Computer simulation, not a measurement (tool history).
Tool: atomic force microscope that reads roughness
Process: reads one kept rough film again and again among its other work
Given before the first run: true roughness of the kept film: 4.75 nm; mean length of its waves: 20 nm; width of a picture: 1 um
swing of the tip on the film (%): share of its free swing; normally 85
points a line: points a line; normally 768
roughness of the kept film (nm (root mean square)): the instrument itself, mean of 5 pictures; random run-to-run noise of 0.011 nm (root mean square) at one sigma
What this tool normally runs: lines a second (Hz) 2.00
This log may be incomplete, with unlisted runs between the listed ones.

run	hour	lines a second (Hz)	swing of the tip on the film (%)	points a line	roughness of the kept film (nm (root mean square))
1	0.0	2.00	85	768	2.177
2	8.9	2.00	85	768	2.142
3	16.5	2.00	85	768	2.141
4	22.8	2.00	85	768	2.126
5	32.8	2.00	85	768	2.080
6	41.4	2.00	85	768	2.054
7	51.1	2.00	85	768	2.048
8	57.4	2.00	85	768	2.008
9	63.4	2.00	85	768	1.994
10	70.6	2.00	85	768	1.997
11	78.1	2.00	85	768	1.973
12	85.3	2.00	85	768	1.956
13	91.2	2.00	85	768	1.956
14	99.8	2.00	85	768	1.916
15	109.9	2.00	85	768	1.884
16	117.1	2.00	85	768	1.881
# hour 119.3: new tip fitted
17	126.2	1.74	85	768	2.545
18	133.2	1.74	85	768	2.543
19	138.1	2.00	85	768	2.440
20	146.3	2.00	90	410	2.255
21	151.3	0.74	55	410	2.930
22	157.0	0.74	55	410	2.898
23	165.2	0.74	55	623	2.887
24	174.0	0.67	58	476	2.851
25	183.9	0.67	58	476	2.818
26	191.6	0.67	58	476	2.786
27	197.7	0.90	85	345	2.491
28	204.4	1.22	90	280	2.275
29	214.5	1.22	90	280	2.249
30	221.8	1.22	90	709	2.289
31	228.7	1.22	90	709	2.264

Forecast run 32:
32	238.0	2.00	64	907	?

Run 32 gave roughness of the kept film (nm (root mean square)) 2.485.
With no hidden state in the tool, this same run would have given roughness of the kept film (nm (root mean square)) 2.977.
